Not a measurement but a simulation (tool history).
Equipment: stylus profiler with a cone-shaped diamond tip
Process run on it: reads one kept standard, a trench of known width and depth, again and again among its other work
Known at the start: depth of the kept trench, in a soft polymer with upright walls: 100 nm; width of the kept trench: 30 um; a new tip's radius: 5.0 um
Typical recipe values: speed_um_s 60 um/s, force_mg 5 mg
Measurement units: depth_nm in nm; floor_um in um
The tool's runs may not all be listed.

run,hour,speed_um_s,force_mg,depth_nm,floor_um
1,0,60,5,101.42,26.22
2,70.9,60,5,101.45,26.24
# hour 144.4: new tip fitted, height scale calibrated
3,165.6,16,5,101.14,27.95
4,249.6,16,5,101.2,27.95
5,301.8,16,5,101.16,27.88
6,375.8,60,2.84,100.83,27.56
7,425.8,60,2.84,100.78,27.55
8,524.3,60,2.84,101.03,27.45
9,645.8,60,2.84,100.9,27.46
10,731.3,60,5,101.53,27.46
11,812.7,60,5,101.44,27.51
12,909.5,60,5,101.19,27.35
13,993.3,60,12.14,102.33,27.43
14,1115.1,60,12.14,102.41,27.37
15,1173.3,60,12.14,102.22,27.31
16,1268.2,60,12.14,102.26,27.3
17,1383.9,60,12.14,102.46,27.25
18,1502.2,179,5,101.48,26.74
19,1599,17,5,101.69,27.17
20,1661.8,60,5,101.68,27.06
21,1767.5,60,7.66,101.92,27.03
22,1828.1,60,5,101.49,26.97
23,1918.2,60,5,101.57,26.94
24,1977.1,60,5,101.74,26.87
25,2083.3,60,5,101.73,26.83
26,2201.6,148,13.76,102.98,26.7
27,2268.3,94,5.22,101.64,26.7
28,2389.3,94,5.22,101.79,26.62
29,2490.9,32,3.67,101.66,26.78
30,2568.7,32,3.67,101.62,26.68
31,2622.5,78,6.69,102.08,26.62
32,2726.2,20,6.53,102.22,26.71
33,2781.7,220,11.52,102.78,26.26
# hour 2820.3: height scale calibrated on a step standard
34,2877,106,11.52,101.99,26.49
35,2991.5,26,13.52,102.35,26.66
36,3056.6,206,4.39,101.2,25.9
37,3126.1,26,1.77,100.69,26.44
38,3187.6,79,1.91,100.76,26.15
39,3284.4,63,1.76,100.7,26.23
40,3335.2,236,1.84,100.7,25.28
41,3386.3,236,1.84,100.82,25.25
42,3466.4,62,9.51,101.87,26.34
43,3580,62,9.51,101.92,26.33
44,3636.7,60,3.28,101.23,26.22
45,3691.5,60,3.28,100.9,26.17
# hour 3713.1: new tip fitted, height scale calibrated
46,3797.3,60,3.28,101.09,27.76
47,3885.4,81,5.36,101.37,27.76

Each row is a separate what-if for the run after 47, all from the same tool condition, not one after another. Results?
A,3977.3,18,2.83,?,?
B,3977.3,15,8.31,?,?
C,3977.3,60,2.29,?,?

run,depth_nm,floor_um
A,101.05,27.86
B,101.77,27.84
C,100.86,27.6
Had the tool no hidden state, the same runs would have come out as:
run,depth_nm,floor_um
A,100.9,27.99
B,101.62,27.96
C,100.72,27.72
